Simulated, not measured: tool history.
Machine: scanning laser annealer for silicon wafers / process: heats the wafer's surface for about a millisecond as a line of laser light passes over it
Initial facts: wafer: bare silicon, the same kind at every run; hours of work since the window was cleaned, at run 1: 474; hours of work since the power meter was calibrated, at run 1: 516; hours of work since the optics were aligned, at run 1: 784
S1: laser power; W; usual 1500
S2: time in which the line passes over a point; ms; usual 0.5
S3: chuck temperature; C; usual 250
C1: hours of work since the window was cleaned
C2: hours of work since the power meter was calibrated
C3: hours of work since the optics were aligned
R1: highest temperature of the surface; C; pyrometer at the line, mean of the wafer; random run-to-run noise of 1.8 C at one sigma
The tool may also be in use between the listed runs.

{"run": 1, "hour": 0.0, "S1": 1500, "S2": 0.5, "S3": 250, "C1": 474, "C2": 516, "C3": 784, "R1": 1011}
{"run": 2, "hour": 50.8, "S1": 1500, "S2": 0.5, "S3": 250, "C1": 499, "C2": 541, "C3": 809, "R1": 1010}
{"run": 3, "hour": 99.2, "S1": 1545, "S2": 0.5, "S3": 250, "C1": 522, "C2": 565, "C3": 832, "R1": 1033}
{"run": 4, "hour": 138.7, "S1": 1500, "S2": 0.5, "S3": 250, "C1": 541, "C2": 584, "C3": 852, "R1": 1011}
{"hour": 162.5, "done": "window over the wafer cleaned"}
{"run": 5, "hour": 178.0, "S1": 1500, "S2": 0.5, "S3": 250, "C1": 8, "C2": 602, "C3": 870, "R1": 1012}
{"run": 6, "hour": 217.4, "S1": 1500, "S2": 0.5, "S3": 250, "C1": 27, "C2": 621, "C3": 889, "R1": 1014}
{"run": 7, "hour": 270.6, "S1": 1500, "S2": 0.5, "S3": 225, "C1": 52, "C2": 647, "C3": 915, "R1": 983}
{"run": 8, "hour": 322.0, "S1": 1500, "S2": 0.5, "S3": 225, "C1": 77, "C2": 672, "C3": 940, "R1": 988}
{"run": 9, "hour": 362.3, "S1": 1500, "S2": 0.5, "S3": 225, "C1": 97, "C2": 691, "C3": 959, "R1": 985}
{"run": 10, "hour": 404.8, "S1": 1462, "S2": 0.617, "S3": 237, "C1": 118, "C2": 712, "C3": 980, "R1": 1071}
{"run": 11, "hour": 459.7, "S1": 1308, "S2": 0.5, "S3": 279, "C1": 144, "C2": 739, "C3": 1006, "R1": 933}
{"run": 12, "hour": 518.1, "S1": 1500, "S2": 0.402, "S3": 251, "C1": 173, "C2": 767, "C3": 1035, "R1": 921}

Run 13 has not been measured yet. What should we expect?
{"run": 13, "hour": 555.5, "S1": 1500, "S2": 0.372, "S3": 250, "C1": 191, "C2": 785, "C3": 1053, "R1": "?"}

For run 13 the tool returned R1 892 C.
Without the tool's hidden state the same run would have given R1 892 C.
